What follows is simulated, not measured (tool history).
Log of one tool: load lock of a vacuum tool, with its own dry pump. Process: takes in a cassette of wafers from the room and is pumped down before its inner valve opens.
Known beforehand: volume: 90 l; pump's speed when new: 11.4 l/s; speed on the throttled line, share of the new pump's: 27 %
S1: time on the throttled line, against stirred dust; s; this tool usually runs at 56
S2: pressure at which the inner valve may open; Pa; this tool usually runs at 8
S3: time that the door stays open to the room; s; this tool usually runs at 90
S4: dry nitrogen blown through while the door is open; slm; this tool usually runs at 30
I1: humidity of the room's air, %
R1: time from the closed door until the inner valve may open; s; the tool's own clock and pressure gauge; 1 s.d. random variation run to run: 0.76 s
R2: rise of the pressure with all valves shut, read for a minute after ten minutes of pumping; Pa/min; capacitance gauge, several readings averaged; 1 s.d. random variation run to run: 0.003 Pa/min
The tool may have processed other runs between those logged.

Run 1, hour 0.0: usual settings; I1 45.6. Result: R1 117.2 s, R2 0.024 Pa/min.
Run 2, hour 501.2: usual settings but S3 101 s; I1 44.4. Result: R1 117.6 s, R2 0.028 Pa/min.
Run 3, hour 1093.3: usual settings but S2 7 Pa; I1 46.0. Result: R1 116.6 s, R2 0.026 Pa/min.
Run 4, hour 1529.9: usual settings but S2 7 Pa; I1 44.2. Result: R1 117.5 s, R2 0.019 Pa/min.
At hour 1674.0: dry pump taken out, an overhauled one fitted.
Run 5, hour 1907.4: usual settings but S2 7 Pa; I1 44.8. Result: R1 117.1 s, R2 0.033 Pa/min.
Run 6, hour 2521.5: usual settings but S2 7 Pa; I1 45.8. Result: R1 117.7 s, R2 0.029 Pa/min.
Run 7, hour 2807.1: usual settings but S2 7 Pa; I1 44.5. Result: R1 117.5 s, R2 0.030 Pa/min.
Run 8, hour 3459.5: usual settings; I1 41.4. Result: R1 115.3 s, R2 0.023 Pa/min.
Run 9, hour 3768.2: usual settings but S4 13 slm; I1 43.5. Result: R1 115.2 s, R2 0.042 Pa/min.
Run 10, hour 4055.0: usual settings but S4 13 slm; I1 40.6. Result: R1 115.7 s, R2 0.036 Pa/min.
Run 11, hour 4442.9: usual settings but S4 13 slm; I1 44.9. Result: R1 115.8 s, R2 0.042 Pa/min.
Run 12, hour 5076.8: usual settings but S4 13 slm; I1 45.5. Result: R1 115.5 s, R2 0.039 Pa/min.
Run 13, hour 5731.4: usual settings but S4 13 slm; I1 45.8. Result: R1 116.3 s, R2 0.039 Pa/min.
At hour 5953.9: door's seal changed, seat wiped.
Run 14, hour 6393.1: usual settings but S1 72 s, S2 13 Pa, S3 209 s, S4 4 slm; I1 46.0. Result: R1 124.0 s, R2 0.088 Pa/min.
Run 15, hour 6729.1: usual settings but S1 29 s, S2 14 Pa, S3 82 s, S4 4 slm; I1 44.7. Result: R1 92.6 s, R2 0.046 Pa/min.
Run 16, hour 7023.2: usual settings but S1 29 s, S2 14 Pa, S3 82 s, S4 4 slm; I1 44.5. Result: R1 91.0 s, R2 0.050 Pa/min.
Run 17, hour 7338.7: usual settings but S1 29 s, S2 14 Pa, S3 82 s, S4 4 slm; I1 47.2. Result: R1 91.7 s, R2 0.049 Pa/min.
Run 18, hour 7883.1: usual settings but S1 29 s, S2 11 Pa, S3 82 s, S4 7 slm; I1 42.0. Result: R1 94.0 s, R2 0.048 Pa/min.
Run 19, hour 8174.8: usual settings but S1 64 s; I1 47.5. Result: R1 121.5 s, R2 0.024 Pa/min.
Run 20, hour 8807.0: usual settings but S1 57 s, S3 187 s, S4 27 slm; I1 44.8. Result: R1 117.8 s, R2 0.040 Pa/min.
Run 21, hour 9345.0: usual settings but S3 61 s; I1 44.5. Result: R1 118.2 s, R2 0.021 Pa/min.

For run 22, what comes out?
Run 22, hour 10021.9: usual settings but S2 11 Pa, S3 179 s; I1 42.7. Result: R1 ?, R2 ?.

R1: 113.0 s
R2: 0.034 Pa/min
With no hidden state in the tool, this same run would have given R1 113.0 s, R2 0.034 Pa/min.

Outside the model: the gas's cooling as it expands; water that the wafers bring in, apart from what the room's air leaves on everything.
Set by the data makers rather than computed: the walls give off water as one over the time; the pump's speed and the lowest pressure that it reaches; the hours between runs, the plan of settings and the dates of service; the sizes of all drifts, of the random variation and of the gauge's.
